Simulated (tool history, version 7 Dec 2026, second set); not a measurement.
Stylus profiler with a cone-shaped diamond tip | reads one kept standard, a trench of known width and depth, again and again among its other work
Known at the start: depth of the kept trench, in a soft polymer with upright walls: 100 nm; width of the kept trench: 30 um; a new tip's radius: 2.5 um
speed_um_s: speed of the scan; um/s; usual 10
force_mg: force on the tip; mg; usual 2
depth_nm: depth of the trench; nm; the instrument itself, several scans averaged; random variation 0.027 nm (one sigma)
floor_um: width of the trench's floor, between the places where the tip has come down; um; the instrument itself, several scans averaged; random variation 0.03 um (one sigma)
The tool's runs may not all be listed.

run 1 day=0 | speed_um_s=10 force_mg=2 | depth_nm=101.26 floor_um=28.54
run 2 day=0.417 | speed_um_s=10 force_mg=1.63 | depth_nm=101.12 floor_um=28.56
run 3 day=0.975 | speed_um_s=10 force_mg=2 | depth_nm=101.32 floor_um=28.54
run 4 day=1.504 | speed_um_s=10 force_mg=2 | depth_nm=101.23 floor_um=28.51
run 5 day=1.829 | speed_um_s=10 force_mg=2 | depth_nm=101.29 floor_um=28.59
run 6 day=2.417 | speed_um_s=10 force_mg=2 | depth_nm=101.3 floor_um=28.51
run 7 day=2.771 | speed_um_s=10 force_mg=2 | depth_nm=101.28 floor_um=28.57
run 8 day=3.138 | speed_um_s=10 force_mg=2 | depth_nm=101.28 floor_um=28.57
run 9 day=3.833 | speed_um_s=8 force_mg=2 | depth_nm=101.31 floor_um=28.58
run 10 day=4.262 | speed_um_s=10 force_mg=2 | depth_nm=101.26 floor_um=28.61
run 11 day=4.958 | speed_um_s=10 force_mg=2 | depth_nm=101.29 floor_um=28.54
run 12 day=5.704 | speed_um_s=10 force_mg=2 | depth_nm=101.27 floor_um=28.56
run 13 day=6.246 | speed_um_s=19 force_mg=2 | depth_nm=101.26 floor_um=28.51
run 14 day=6.796 | speed_um_s=31 force_mg=2 | depth_nm=101.25 floor_um=28.4
run 15 day=7.546 | speed_um_s=10 force_mg=2 | depth_nm=101.29 floor_um=28.57
run 16 day=7.846 | speed_um_s=10 force_mg=4.46 | depth_nm=102.23 floor_um=28.54
run 17 day=8.479 | speed_um_s=10 force_mg=1.75 | depth_nm=101.14 floor_um=28.52
run 18 day=9.146 | speed_um_s=10 force_mg=4.7 | depth_nm=102.27 floor_um=28.52
run 19 day=9.521 | speed_um_s=10 force_mg=2 | depth_nm=101.26 floor_um=28.55
run 20 day=9.862 | speed_um_s=10 force_mg=2 | depth_nm=101.24 floor_um=28.48
-- day=9.933 height scale calibrated on a step standard
run 21 day=10.517 | speed_um_s=10 force_mg=2 | depth_nm=101.28 floor_um=28.56
run 22 day=10.992 | speed_um_s=10 force_mg=2 | depth_nm=101.21 floor_um=28.45
run 23 day=11.654 | speed_um_s=10 force_mg=2 | depth_nm=101.24 floor_um=28.55
run 24 day=12.221 | speed_um_s=15 force_mg=5.1 | depth_nm=102.43 floor_um=28.52
run 25 day=12.558 | speed_um_s=15 force_mg=5.1 | depth_nm=102.42 floor_um=28.46
run 26 day=13.138 | speed_um_s=15 force_mg=5.1 | depth_nm=102.37 floor_um=28.5
run 27 day=13.488 | speed_um_s=15 force_mg=5.1 | depth_nm=102.34 floor_um=28.52
-- day=13.9 height scale calibrated on a step standard, once more
run 28 day=14.208 | speed_um_s=15 force_mg=5.1 | depth_nm=102.42 floor_um=28.57
run 29 day=14.592 | speed_um_s=15 force_mg=5.1 | depth_nm=102.37 floor_um=28.51
run 30 day=15.329 | speed_um_s=5 force_mg=3.62 | depth_nm=101.89 floor_um=28.59
run 31 day=15.938 | speed_um_s=8 force_mg=3.21 | depth_nm=101.78 floor_um=28.55
run 32 day=16.408 | speed_um_s=8 force_mg=3.21 | depth_nm=101.76 floor_um=28.55
run 33 day=17.05 | speed_um_s=19 force_mg=5.75 | depth_nm=102.61 floor_um=28.53
run 34 day=17.671 | speed_um_s=32 force_mg=1.52 | depth_nm=101.04 floor_um=28.36
run 35 day=18.354 | speed_um_s=3 force_mg=3.88 | depth_nm=101.96 floor_um=28.53
run 36 day=19.1 | speed_um_s=7 force_mg=4.99 | depth_nm=102.36 floor_um=28.48
run 37 day=19.629 | speed_um_s=7 force_mg=4.99 | depth_nm=102.3 floor_um=28.54
run 38 day=20.267 | speed_um_s=8 force_mg=1.64 | depth_nm=101.06 floor_um=28.52
run 39 day=20.988 | speed_um_s=8 force_mg=1.64 | depth_nm=101.09 floor_um=28.52
run 40 day=21.496 | speed_um_s=5 force_mg=1.8 | depth_nm=101.13 floor_um=28.48
run 41 day=21.954 | speed_um_s=5 force_mg=1.8 | depth_nm=101.19 floor_um=28.55
run 42 day=22.408 | speed_um_s=8 force_mg=0.91 | depth_nm=100.69 floor_um=28.42
run 43 day=22.742 | speed_um_s=8 force_mg=0.91 | depth_nm=100.7 floor_um=28.45
run 44 day=23.238 | speed_um_s=5 force_mg=2.05 | depth_nm=101.25 floor_um=28.54
run 45 day=23.625 | speed_um_s=5 force_mg=2.05 | depth_nm=101.29 floor_um=28.49
run 46 day=24.146 | speed_um_s=8 force_mg=0.73 | depth_nm=100.61 floor_um=28.44

Some steps in depth_nm between neighbouring runs. How much of each would the tool show without its hidden state too (settings, what came in, random variation), and how much is left for the hidden state, with any gauge scatter that isn't in both results?
The hidden state here: radius of the tip, um; height scale over the true one, %; drift of the gauge itself on depth_nm, %; drift of the gauge itself on floor_um, %.
Run 1 -> 2: force_mg 2 -> 1.63. depth_nm -0.14 nm: hidden state +0.01, all else -0.15.
Run 2 -> 3: force_mg 1.63 -> 2. depth_nm +0.2 nm: hidden state -0.01, all else +0.21.
Run 23 -> 24: speed_um_s 10 -> 15, force_mg 2 -> 5.1. depth_nm +1.19 nm: hidden state +0, all else +1.19.
Run 27 -> 28: height scale calibrated on a step standard, once more. depth_nm +0.08 nm: hidden state +0.03, all else +0.05.
Run 33 -> 34: speed_um_s 19 -> 32, force_mg 5.75 -> 1.52. depth_nm -1.57 nm: hidden state +0, all else -1.57.
Run 37 -> 38: speed_um_s 7 -> 8, force_mg 4.99 -> 1.64. depth_nm -1.24 nm: hidden state -0.01, all else -1.23.
